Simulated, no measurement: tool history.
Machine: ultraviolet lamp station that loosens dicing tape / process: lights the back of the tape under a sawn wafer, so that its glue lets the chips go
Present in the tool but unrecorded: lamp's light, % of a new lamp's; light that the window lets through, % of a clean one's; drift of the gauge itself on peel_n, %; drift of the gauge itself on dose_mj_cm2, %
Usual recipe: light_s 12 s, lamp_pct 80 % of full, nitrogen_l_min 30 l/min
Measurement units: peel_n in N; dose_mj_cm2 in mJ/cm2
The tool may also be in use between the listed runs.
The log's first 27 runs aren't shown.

run     day  light_s  lamp_pct  nitrogen_l_min  hours of work of the lamp  hours of work since the window was cleaned  peel_n  dose_mj_cm2
 28   8.921        9        62              50                        291                                         223   0.628          121
 29   9.421        9        62              50                        300                                         232   0.636          126
 30   9.888        9        62              50                        308                                         240   0.617          123
 31  10.338        9        62              50                        316                                         248   0.636          120
 32  10.592        9        62              50                        320                                         253   0.635          123
 33  10.975        9        64              22                        327                                         259   0.934          126
 34  11.404       12        61              30                        334                                         267   0.556          159
 35  11.879       18        74              54                        343                                         275   0.193          289
 36  12.383       18        74              54                        351                                         284   0.202          288
 37  12.804        8        96              52                        359                                         291   0.364          168

Consider 5 possible next runs. They are alternatives, not a sequence: every one starts from the tool as it was left by run 37. What does each give?
  A  13.042        6       100              55                        363                                         295       ?            ?
  B  13.042       14        82              12                        363                                         295       ?            ?
  C  13.042        8        99              11                        363                                         295       ?            ?
  D  13.042        6        82              23                        363                                         295       ?            ?
  E  13.042       15        65              13                        363                                         295       ?            ?

run  peel_n  dose_mj_cm2
  A    0.54          134
  B   0.527          248
  C   0.934          174
  D   1.132          107
  E   0.638          212
With the hidden condition removed and each run's random variation left untouched, the same runs would have given:
run  peel_n  dose_mj_cm2
  A   0.538          134
  B   0.526          248
  C   0.932          174
  D   1.129          108
  E   0.636          212
